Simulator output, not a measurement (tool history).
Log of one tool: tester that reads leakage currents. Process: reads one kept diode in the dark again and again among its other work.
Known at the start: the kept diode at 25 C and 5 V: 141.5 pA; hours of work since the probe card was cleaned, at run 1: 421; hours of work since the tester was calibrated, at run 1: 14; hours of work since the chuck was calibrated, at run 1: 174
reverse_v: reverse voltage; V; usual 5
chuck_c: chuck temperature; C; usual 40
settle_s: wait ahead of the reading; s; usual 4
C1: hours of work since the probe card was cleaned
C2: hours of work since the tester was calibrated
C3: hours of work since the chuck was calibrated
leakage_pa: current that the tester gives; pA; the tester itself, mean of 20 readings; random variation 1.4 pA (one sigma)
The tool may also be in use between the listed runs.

run 1 day=0 | reverse_v=5 chuck_c=40 settle_s=4 | C1=421 C2=14 C3=174 | leakage_pa=467
run 2 day=3.021 | reverse_v=5 chuck_c=40 settle_s=4 | C1=460 C2=53 C3=213 | leakage_pa=467.67
run 3 day=6.908 | reverse_v=5 chuck_c=40 settle_s=1.16 | C1=510 C2=103 C3=263 | leakage_pa=469
run 4 day=9.267 | reverse_v=5 chuck_c=40 settle_s=4.64 | C1=541 C2=134 C3=293 | leakage_pa=471.71
run 5 day=12.317 | reverse_v=5 chuck_c=40 settle_s=4.64 | C1=580 C2=173 C3=333 | leakage_pa=471.51
run 6 day=15.262 | reverse_v=5 chuck_c=40 settle_s=7.86 | C1=618 C2=211 C3=371 | leakage_pa=475.02
run 7 day=18.592 | reverse_v=1.78 chuck_c=40 settle_s=4 | C1=661 C2=254 C3=413 | leakage_pa=281.63
run 8 day=22.75 | reverse_v=1.78 chuck_c=40 settle_s=4 | C1=714 C2=308 C3=467 | leakage_pa=286.12
run 9 day=26.212 | reverse_v=1.78 chuck_c=46 settle_s=4 | C1=759 C2=352 C3=512 | leakage_pa=445.06
run 10 day=30.258 | reverse_v=5 chuck_c=36 settle_s=4 | C1=811 C2=404 C3=564 | leakage_pa=355.47
run 11 day=33.454 | reverse_v=5 chuck_c=40 settle_s=4 | C1=852 C2=445 C3=605 | leakage_pa=484.12
run 12 day=36.683 | reverse_v=5 chuck_c=40 settle_s=4 | C1=894 C2=487 C3=647 | leakage_pa=486.39
run 13 day=40.746 | reverse_v=5 chuck_c=40 settle_s=4 | C1=946 C2=539 C3=699 | leakage_pa=487.57
run 14 day=43.383 | reverse_v=5 chuck_c=40 settle_s=4 | C1=980 C2=573 C3=733 | leakage_pa=488.5
run 15 day=46.4 | reverse_v=5 chuck_c=41 settle_s=4 | C1=1019 C2=612 C3=772 | leakage_pa=529.37
run 16 day=49.429 | reverse_v=5 chuck_c=40 settle_s=6.45 | C1=1058 C2=651 C3=811 | leakage_pa=492.95
run 17 day=51.771 | reverse_v=5.7 chuck_c=40 settle_s=4 | C1=1088 C2=681 C3=841 | leakage_pa=525.62
run 18 day=55.646 | reverse_v=5.7 chuck_c=40 settle_s=4 | C1=1138 C2=731 C3=891 | leakage_pa=532.65
run 19 day=60 | reverse_v=5.7 chuck_c=40 settle_s=4 | C1=1194 C2=787 C3=947 | leakage_pa=535.65
run 20 day=63.3 | reverse_v=5.7 chuck_c=40 settle_s=4 | C1=1237 C2=830 C3=990 | leakage_pa=534.41
run 21 day=67.596 | reverse_v=5 chuck_c=40 settle_s=4 | C1=1292 C2=885 C3=1045 | leakage_pa=504.55
run 22 day=70.283 | reverse_v=5 chuck_c=40 settle_s=4 | C1=1327 C2=920 C3=1079 | leakage_pa=505.5
run 23 day=72.967 | reverse_v=5 chuck_c=40 settle_s=4 | C1=1361 C2=955 C3=1114 | leakage_pa=505.4
run 24 day=77.058 | reverse_v=18.73 chuck_c=38 settle_s=4 | C1=1414 C2=1007 C3=1167 | leakage_pa=854.48
run 25 day=81.283 | reverse_v=1.87 chuck_c=49 settle_s=0.63 | C1=1469 C2=1062 C3=1221 | leakage_pa=596.14
run 26 day=83.733 | reverse_v=9.52 chuck_c=23 settle_s=5.3 | C1=1500 C2=1093 C3=1253 | leakage_pa=192.16
-- day=84.05 probe card cleaned and baked
run 27 day=87.375 | reverse_v=6.05 chuck_c=57 settle_s=4 | C1=43 C2=1139 C3=1298 | leakage_pa=1858.11
run 28 day=90.717 | reverse_v=8.15 chuck_c=40 settle_s=0.68 | C1=86 C2=1182 C3=1341 | leakage_pa=653.14
run 29 day=93.217 | reverse_v=3.8 chuck_c=57 settle_s=4 | C1=118 C2=1214 C3=1373 | leakage_pa=1480.94
run 30 day=95.15 | reverse_v=19.9 chuck_c=57 settle_s=0.67 | C1=143 C2=1239 C3=1398 | leakage_pa=3378.44
run 31 day=98.538 | reverse_v=12.29 chuck_c=56 settle_s=2.51 | C1=187 C2=1282 C3=1442 | leakage_pa=2515.07
run 32 day=101.792 | reverse_v=3.43 chuck_c=40 settle_s=2.53 | C1=229 C2=1324 C3=1484 | leakage_pa=424.65

Run 33 comes next. What will it give?
run 33 day=104.433 | reverse_v=3.81 chuck_c=40 settle_s=9.98 | C1=263 C2=1358 C3=1518 | leakage_pa=?

{"run 33": {"leakage_pa": 452.83}}
Without the tool's hidden state the same run would have given leakage_pa 406.88 pA.
